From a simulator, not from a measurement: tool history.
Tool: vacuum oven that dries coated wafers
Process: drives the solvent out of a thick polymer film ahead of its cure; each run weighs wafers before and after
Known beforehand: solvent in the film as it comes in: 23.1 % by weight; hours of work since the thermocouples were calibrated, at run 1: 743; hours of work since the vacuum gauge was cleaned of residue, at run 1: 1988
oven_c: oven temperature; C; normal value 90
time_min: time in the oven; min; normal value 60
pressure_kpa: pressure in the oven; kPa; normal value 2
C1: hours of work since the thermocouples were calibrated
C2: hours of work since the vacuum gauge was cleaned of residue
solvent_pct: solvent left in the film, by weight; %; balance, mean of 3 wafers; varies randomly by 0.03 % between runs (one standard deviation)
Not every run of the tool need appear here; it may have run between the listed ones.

{"run": 1, "day": 0.0, "oven_c": 90, "time_min": 60, "pressure_kpa": 2, "C1": 743, "C2": 1988, "solvent_pct": 1.4}
{"run": 2, "day": 3.35, "oven_c": 101, "time_min": 60, "pressure_kpa": 2, "C1": 790, "C2": 2035, "solvent_pct": 0.61}
{"run": 3, "day": 5.867, "oven_c": 90, "time_min": 42, "pressure_kpa": 2, "C1": 825, "C2": 2070, "solvent_pct": 2.47}
{"run": 4, "day": 7.688, "oven_c": 90, "time_min": 42, "pressure_kpa": 2, "C1": 850, "C2": 2095, "solvent_pct": 2.48}
{"run": 5, "day": 10.471, "oven_c": 90, "time_min": 42, "pressure_kpa": 2, "C1": 889, "C2": 2134, "solvent_pct": 2.44}
{"run": 6, "day": 13.971, "oven_c": 90, "time_min": 42, "pressure_kpa": 1.04, "C1": 938, "C2": 2183, "solvent_pct": 2.21}
{"day": 14.308, "done": "oven's thermocouples calibrated"}
{"run": 7, "day": 15.804, "oven_c": 90, "time_min": 42, "pressure_kpa": 1.04, "C1": 21, "C2": 2208, "solvent_pct": 2.13}
{"run": 8, "day": 19.017, "oven_c": 90, "time_min": 42, "pressure_kpa": 1.04, "C1": 66, "C2": 2253, "solvent_pct": 2.05}
{"run": 9, "day": 20.8, "oven_c": 81, "time_min": 39, "pressure_kpa": 4.94, "C1": 91, "C2": 2277, "solvent_pct": 5.88}
{"run": 10, "day": 22.796, "oven_c": 85, "time_min": 37, "pressure_kpa": 7.24, "C1": 119, "C2": 2305, "solvent_pct": 5.6}
{"run": 11, "day": 26.1, "oven_c": 92, "time_min": 98, "pressure_kpa": 7.83, "C1": 165, "C2": 2352, "solvent_pct": 2.21}
{"run": 12, "day": 27.767, "oven_c": 90, "time_min": 93, "pressure_kpa": 4.83, "C1": 188, "C2": 2375, "solvent_pct": 1.61}
{"run": 13, "day": 29.717, "oven_c": 90, "time_min": 93, "pressure_kpa": 4.83, "C1": 215, "C2": 2402, "solvent_pct": 1.54}

A few steps of solvent_pct between consecutive runs. Split each: what settings, incoming material and random variation would produce without the hidden state, and what is left over for the hidden state, along with gauge scatter present in only one of the two compared results (measured, and without hidden state):
Unlogged tool condition in this case: true wafer temperature over the reading, C; true pressure over the reading, kPa; drift of the gauge itself on solvent_pct, %.
Run 8 -> 9: oven_c 90 -> 81, time_min 42 -> 39, pressure_kpa 1.04 -> 4.94. solvent_pct +3.83 %: hidden state -0.25, all else +4.08.
Run 10 -> 11: oven_c 85 -> 92, time_min 37 -> 98, pressure_kpa 7.24 -> 7.83. solvent_pct -3.39 %: hidden state +0.46, all else -3.85.
